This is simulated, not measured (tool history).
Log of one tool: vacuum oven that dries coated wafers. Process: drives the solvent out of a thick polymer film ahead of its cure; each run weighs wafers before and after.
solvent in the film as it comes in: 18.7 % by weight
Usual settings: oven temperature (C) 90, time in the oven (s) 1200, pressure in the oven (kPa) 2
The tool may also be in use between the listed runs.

run,hour,oven temperature (C),time in the oven (s),pressure in the oven (kPa),solvent left in the film (%)
1,0,90,1200,2,1.46
2,92.9,90,900,2,2.27
3,175.7,90,1020,2,1.88
4,252,90,1200,2,1.36
5,375.4,90,1200,2,1.44
6,435.3,103,1200,2,0.41
7,534.7,103,1200,2,0.42
8,639.2,103,1200,2,0.39
9,700,103,1200,2,0.4
10,763.2,86,1140,2.5,2.48
11,814.3,86,1140,2.5,2.42
12,903.7,97,1980,4.57,0.91
13,1001.4,97,1260,2.72,0.99
14,1061.6,97,1260,2.72,0.92
15,1180.1,100,2040,1.58,0.43

Taken out of this log: 1 entry between the listed runs. Where each belongs, and how the hidden state differs across it:
Between runs 12 and 13: oven's thermocouples calibrated (hour 958.7)
  true wafer temperature over the reading, C: 3.29 -> -0.13; true pressure over the reading, kPa: 0.357 -> 0.364
  measured less the result without the state, solvent left in the film (%): -0.06 -> +0.09
